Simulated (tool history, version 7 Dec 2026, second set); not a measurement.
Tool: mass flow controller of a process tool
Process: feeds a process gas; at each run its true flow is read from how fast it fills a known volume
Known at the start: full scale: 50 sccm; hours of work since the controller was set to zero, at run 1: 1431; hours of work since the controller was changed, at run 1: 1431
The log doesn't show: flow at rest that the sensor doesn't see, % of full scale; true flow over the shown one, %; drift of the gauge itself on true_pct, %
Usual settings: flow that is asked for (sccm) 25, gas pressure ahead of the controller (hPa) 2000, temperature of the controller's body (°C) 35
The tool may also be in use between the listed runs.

run    hour  flow that is asked for (sccm)  gas pressure ahead of the controller (hPa)  temperature of the controller's body (°C)  hours of work since the controller was set to zero  hours of work since the controller was changed  true flow (%)
  1     0.0                             25                                        2000                                         35                                                1431                                            1431          97.69
  2   241.8                             25                                        2000                                         35                                                1572                                            1572          97.72
  3   506.8                             25                                        2000                                         35                                                1727                                            1727          97.52
  4   993.1                             25                                        2000                                         35                                                2012                                            2012          97.52
  5  1495.5                             25                                        2000                                         35                                                2306                                            2306          97.57
  6  1842.8                             25                                        2000                                         21                                                2509                                            2509          99.15

Run 7 comes next. What will it give?
  7  2211.2                             25                                        2000                                         21                                                2724                                            2724              ?

true flow (%): 98.97
Without the tool's hidden state the same run would have given true flow (%) 99.16.
